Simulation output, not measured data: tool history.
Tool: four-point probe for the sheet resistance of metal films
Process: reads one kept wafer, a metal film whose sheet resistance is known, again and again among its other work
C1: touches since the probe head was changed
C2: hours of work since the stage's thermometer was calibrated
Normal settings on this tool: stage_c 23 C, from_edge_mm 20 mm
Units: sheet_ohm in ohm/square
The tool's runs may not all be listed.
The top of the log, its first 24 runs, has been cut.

run 25 day=26.617 | stage_c=31 from_edge_mm=28 | C1=7879 C2=960 | sheet_ohm=1.526784
run 26 day=27.588 | stage_c=31 from_edge_mm=28 | C1=8471 C2=974 | sheet_ohm=1.526845
run 27 day=28.975 | stage_c=31 from_edge_mm=28 | C1=9315 C2=994 | sheet_ohm=1.526798
run 28 day=30.021 | stage_c=18 from_edge_mm=8 | C1=9950 C2=1009 | sheet_ohm=1.555864
run 29 day=30.65 | stage_c=18 from_edge_mm=8 | C1=10334 C2=1018 | sheet_ohm=1.555411
run 30 day=31.638 | stage_c=18 from_edge_mm=8 | C1=10936 C2=1032 | sheet_ohm=1.556209
run 31 day=32.825 | stage_c=25 from_edge_mm=8 | C1=11659 C2=1049 | sheet_ohm=1.550371
run 32 day=33.471 | stage_c=29 from_edge_mm=7 | C1=12050 C2=1058 | sheet_ohm=1.554331
run 33 day=34.808 | stage_c=22 from_edge_mm=23 | C1=12865 C2=1077 | sheet_ohm=1.535597
run 34 day=36.071 | stage_c=22 from_edge_mm=23 | C1=13635 C2=1095 | sheet_ohm=1.535321
run 35 day=37.188 | stage_c=29 from_edge_mm=27 | C1=14315 C2=1111 | sheet_ohm=1.529659
run 36 day=37.846 | stage_c=29 from_edge_mm=27 | C1=14715 C2=1120 | sheet_ohm=1.530464
run 37 day=38.854 | stage_c=23 from_edge_mm=3 | C1=15327 C2=1135 | sheet_ohm=1.665911
run 38 day=39.883 | stage_c=23 from_edge_mm=3 | C1=15954 C2=1149 | sheet_ohm=1.666618
run 39 day=40.654 | stage_c=20 from_edge_mm=12 | C1=16424 C2=1160 | sheet_ohm=1.544474
run 40 day=41.796 | stage_c=20 from_edge_mm=12 | C1=17120 C2=1177 | sheet_ohm=1.545067
run 41 day=42.404 | stage_c=20 from_edge_mm=12 | C1=17489 C2=1185 | sheet_ohm=1.544855
run 42 day=43.517 | stage_c=23 from_edge_mm=40 | C1=18168 C2=1201 | sheet_ohm=1.53436
run 43 day=44.908 | stage_c=23 from_edge_mm=40 | C1=19013 C2=1221 | sheet_ohm=1.535564
run 44 day=46.367 | stage_c=23 from_edge_mm=40 | C1=19902 C2=1242 | sheet_ohm=1.534866
run 45 day=47.204 | stage_c=24 from_edge_mm=58 | C1=20411 C2=1254 | sheet_ohm=1.534148
run 46 day=47.929 | stage_c=24 from_edge_mm=58 | C1=20851 C2=1264 | sheet_ohm=1.534051

Consider 3 possible next runs. They are alternatives, not a sequence: every one starts from the tool as it was left by run 46. What does each give?
run A day=48.667 | stage_c=21 from_edge_mm=5 | C1=21301 C2=1274 | sheet_ohm=?
run B day=48.667 | stage_c=28 from_edge_mm=4 | C1=21301 C2=1274 | sheet_ohm=?
run C day=48.667 | stage_c=27 from_edge_mm=7 | C1=21301 C2=1274 | sheet_ohm=?

run=A sheet_ohm=1.587754
run=B sheet_ohm=1.609616
run=C sheet_ohm=1.557857
Without the tool's unlogged condition, the same runs would have read:
run=A sheet_ohm=1.584273
run=B sheet_ohm=1.60604
run=C sheet_ohm=1.554386
